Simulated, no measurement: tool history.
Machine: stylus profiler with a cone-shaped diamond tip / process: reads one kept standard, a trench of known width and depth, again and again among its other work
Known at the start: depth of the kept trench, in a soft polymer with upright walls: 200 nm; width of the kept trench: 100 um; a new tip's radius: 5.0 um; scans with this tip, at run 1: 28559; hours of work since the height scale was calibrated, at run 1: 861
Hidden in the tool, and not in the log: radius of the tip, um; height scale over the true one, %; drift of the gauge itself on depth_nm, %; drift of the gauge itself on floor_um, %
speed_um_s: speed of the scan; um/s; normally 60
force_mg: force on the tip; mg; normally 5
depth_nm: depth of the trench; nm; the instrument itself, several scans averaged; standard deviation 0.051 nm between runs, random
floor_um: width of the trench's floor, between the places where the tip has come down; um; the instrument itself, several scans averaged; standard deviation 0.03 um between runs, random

run    hour  speed_um_s  force_mg  scans with this tip  hours of work since the height scale was calibrated  depth_nm  floor_um
  1       0          60         5                28559                                                  861    202.55     95.44
  2   116.2          60         5                29558                                                  950    202.45     95.38
  3   242.3          32         5                30643                                                 1047    202.51     95.38
  4   339.1          32         5                31476                                                 1121    202.42     95.34
  5   449.8          60         5                32428                                                 1206    202.53     95.22
  6     521          60         5                33040                                                 1260    202.41     95.26
  7   626.7          60         5                33949                                                 1341    202.45     95.23
        729  -- new tip fitted, height scale calibrated
  8   741.7          60         5                  109                                                   10    202.78      97.1
  9   796.2          60         5                  578                                                   51    202.85     97.06
 10   900.1         196         5                 1472                                                  131    202.73     96.82
 11   995.6         196         5                 2293                                                  204     202.7     96.77
 12  1078.4         196         5                 3006                                                  267    202.66     96.72
 13  1148.2         196       1.8                 3606                                                  321    201.34     96.52
 14    1210         196       1.8                 4138                                                  368    201.31     96.45
 15  1314.4         196       1.8                 5036                                                  448    201.18     96.33
 16  1436.9         196       1.8                 6090                                                  542     201.2      96.3
 17  1499.5         196       1.8                 6628                                                  589    201.24      96.3
 18  1571.1         196       1.8                 7244                                                  644    201.11     96.26
 19  1676.7          32      6.05                 8153                                                  725    202.86     96.64
 20  1748.2          32      6.05                 8768                                                  780    202.96     96.55
 21  1838.8          32      6.05                 9547                                                  849    202.97     96.52
 22  1911.4          32      6.05                10171                                                  905    202.88      96.5

Predict the results of run 23:
 23  2035.8          37      2.78                11241                                                 1000         ?         ?

{"run 23": {"depth_nm": 201.52, "floor_um": 96.38}}
Were there no unlogged condition in the tool, this run, its random variation unchanged, would have produced depth_nm 201.88 nm, floor_um 97.08 um.
